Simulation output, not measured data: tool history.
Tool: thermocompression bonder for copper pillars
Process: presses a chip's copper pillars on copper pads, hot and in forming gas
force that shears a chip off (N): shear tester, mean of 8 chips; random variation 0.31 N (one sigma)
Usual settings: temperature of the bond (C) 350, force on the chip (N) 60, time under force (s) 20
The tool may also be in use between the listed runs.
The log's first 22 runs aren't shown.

| run | hour | temperature of the bond (C) | force on the chip (N) | time under force (s) | force that shears a chip off (N) |
|---|---|---|---|---|---|
| 23 | 500.7 | 355 | 79 | 60 | 60.9 |
| 24 | 519.2 | 320 | 45 | 20 | 23.9 |
| 25 | 545.4 | 320 | 45 | 20 | 24.1 |
| 26 | 559.5 | 320 | 45 | 20 | 24 |
|  | 572.7 | forming gas filter changed |
| 27 | 577.1 | 377 | 45 | 16 | 37.1 |
| 28 | 610.3 | 343 | 60 | 20 | 36.5 |
| 29 | 635.6 | 349 | 60 | 15 | 34.3 |
| 30 | 665.4 | 349 | 60 | 15 | 34.7 |
| 31 | 683.8 | 349 | 80 | 15 | 40.2 |

3 ways to go on from here, each from the tool as it stands after run 31. What would each give?
| A | 704.6 | 349 | 45 | 36 | ? |
| B | 704.6 | 321 | 60 | 20 | ? |
| C | 704.6 | 347 | 80 | 15 | ? |

| run | force that shears a chip off (N) |
|---|---|
| A | 40.2 |
| B | 30.4 |
| C | 39.6 |
Without the tool's hidden state the same runs would have given:
| run | force that shears a chip off (N) |
|---|---|
| A | 40.8 |
| B | 30.7 |
| C | 40.2 |

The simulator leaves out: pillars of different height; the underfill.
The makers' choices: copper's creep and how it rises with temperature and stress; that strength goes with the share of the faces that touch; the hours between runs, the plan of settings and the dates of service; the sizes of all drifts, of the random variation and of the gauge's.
